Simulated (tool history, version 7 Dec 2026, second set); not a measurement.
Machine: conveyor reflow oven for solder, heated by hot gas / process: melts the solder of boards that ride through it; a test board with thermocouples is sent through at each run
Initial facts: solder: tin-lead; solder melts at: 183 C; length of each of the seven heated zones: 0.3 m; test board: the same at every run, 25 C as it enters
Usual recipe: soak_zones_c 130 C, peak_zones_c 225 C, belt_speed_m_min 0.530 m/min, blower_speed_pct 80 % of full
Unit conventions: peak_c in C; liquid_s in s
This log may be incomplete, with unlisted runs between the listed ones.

run     day  soak_zones_c  peak_zones_c  belt_speed_m_min  blower_speed_pct  peak_c  liquid_s
  1   0.000           130           225             0.530                80  206.95      40.3
  2   1.771           130           225             0.530                80  206.84      40.0
      3.821  -- flux residue cleaned out of gas plates and filters
  3   4.125           130           225             0.530                80  205.62      38.9
  4   6.542           130           225             0.530                80  205.54      38.6
  5   8.008           130           225             0.431                80  211.53      56.5
  6   9.704           130           225             0.530                59  199.61      30.2
  7  12.092           130           225             0.530                59  199.14      29.7
  8  13.367           143           225             0.530                75  206.47      43.3
  9  15.492           143           225             0.530                75  206.24      43.1
     15.996  -- flux residue cleaned out of gas plates and filters
     16.383  -- flux residue cleaned out of gas plates and filters, once more
 10  17.158           130           230             0.616                87  208.28      35.1
 11  18.479           130           230             0.616                87  208.07      35.4
 12  20.638           130           230             0.616                87  207.86      34.9
 13  22.725           130           230             0.616                87  207.69      34.9

Some steps in peak_c between neighbouring runs. How much of each would the tool show without its hidden state too (settings, what came in, random variation), and how much is left for the hidden state, with any gauge scatter that isn't in both results?
Hidden conditions of the tool in this case: heat that the gas passes to the board, % of a clean oven's; belt's true speed, % of the reading; true gas temperature in zones 6 and 7 over the reading, C; drift of the gauge itself on peak_c, C; drift of the gauge itself on liquid_s, %.
Run 5 -> 6: belt_speed_m_min 0.431 -> 0.530, blower_speed_pct 80 -> 59. peak_c -11.92 C: hidden state -0.34, all else -11.58.
Run 9 -> 10: soak_zones_c 143 -> 130, peak_zones_c 225 -> 230, belt_speed_m_min 0.530 -> 0.616, blower_speed_pct 75 -> 87, flux residue cleaned out of gas plates and filters, flux residue cleaned out of gas plates and filters, once more. peak_c +2.04 C: hidden state +2.59, all else -0.55.
